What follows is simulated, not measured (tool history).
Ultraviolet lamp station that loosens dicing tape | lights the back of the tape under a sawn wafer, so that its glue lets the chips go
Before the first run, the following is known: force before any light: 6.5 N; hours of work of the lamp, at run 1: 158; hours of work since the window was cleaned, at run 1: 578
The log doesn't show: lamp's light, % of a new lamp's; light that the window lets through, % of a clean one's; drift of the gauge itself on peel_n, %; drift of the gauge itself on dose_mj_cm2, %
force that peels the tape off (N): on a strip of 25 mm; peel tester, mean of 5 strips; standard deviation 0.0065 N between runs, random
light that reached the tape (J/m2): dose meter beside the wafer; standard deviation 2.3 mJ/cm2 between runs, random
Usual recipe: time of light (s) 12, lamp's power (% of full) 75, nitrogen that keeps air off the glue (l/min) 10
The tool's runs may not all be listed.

| run | hour | time of light (s) | lamp's power (% of full) | nitrogen that keeps air off the glue (l/min) | hours of work of the lamp | hours of work since the window was cleaned | force that peels the tape off (N) | light that reached the tape (J/m2) |
|---|---|---|---|---|---|---|---|---|
| 1 | 0.0 | 12 | 75 | 10 | 158 | 578 | 0.261 | 2070 |
| 2 | 19.9 | 12 | 75 | 10 | 171 | 590 | 0.275 | 2090 |
| 3 | 55.1 | 8 | 75 | 10 | 193 | 612 | 0.605 | 1370 |
| 4 | 87.4 | 8 | 75 | 10 | 213 | 632 | 0.616 | 1340 |
| 5 | 115.4 | 8 | 75 | 10 | 230 | 650 | 0.639 | 1320 |
| 6 | 140.9 | 8 | 75 | 10 | 246 | 666 | 0.620 | 1310 |
|  | 147.5 | window cleaned of glue's vapour |
| 7 | 167.1 | 12 | 75 | 10 | 262 | 12 | 0.292 | 1900 |
| 8 | 194.1 | 12 | 75 | 10 | 279 | 29 | 0.317 | 1870 |
| 9 | 214.9 | 12 | 75 | 10 | 292 | 42 | 0.308 | 1860 |
| 10 | 234.3 | 12 | 75 | 10 | 304 | 54 | 0.323 | 1850 |
| 11 | 266.8 | 8 | 85 | 4 | 325 | 74 | 1.180 | 1390 |
| 12 | 302.3 | 6 | 87 | 18 | 347 | 97 | 0.649 | 1060 |
|  | 307.2 | window cleaned of glue's vapour, once more |
| 13 | 336.8 | 20 | 92 | 10 | 368 | 18 | 0.145 | 4120 |
| 14 | 355.3 | 20 | 92 | 10 | 379 | 30 | 0.154 | 4040 |
| 15 | 385.3 | 17 | 91 | 6 | 398 | 49 | 0.180 | 3390 |
| 16 | 420.0 | 18 | 66 | 7 | 420 | 70 | 0.222 | 2530 |
| 17 | 437.4 | 18 | 66 | 7 | 431 | 81 | 0.238 | 2560 |
| 18 | 471.6 | 11 | 75 | 10 | 452 | 103 | 0.359 | 1750 |
| 19 | 491.8 | 11 | 66 | 10 | 465 | 115 | 0.475 | 1540 |
| 20 | 513.2 | 11 | 66 | 10 | 478 | 129 | 0.471 | 1560 |

What if the next run were any one of these 3? Each begins from the tool's condition after run 20:
| A | 543.3 | 12 | 77 | 3 | 497 | 147 | ? | ? |
| B | 543.3 | 9 | 66 | 10 | 497 | 147 | ? | ? |
| C | 543.3 | 7 | 75 | 5 | 497 | 147 | ? | ? |

| run | force that peels the tape off (N) | light that reached the tape (J/m2) |
|---|---|---|
| A | 0.830 | 1900 |
| B | 0.715 | 1260 |
| C | 1.446 | 1080 |
Stripped of hidden state, with their random variation kept, the same runs would have yielded:
| run | force that peels the tape off (N) | light that reached the tape (J/m2) |
|---|---|---|
| A | 0.515 | 2430 |
| B | 0.438 | 1600 |
| C | 0.985 | 1380 |
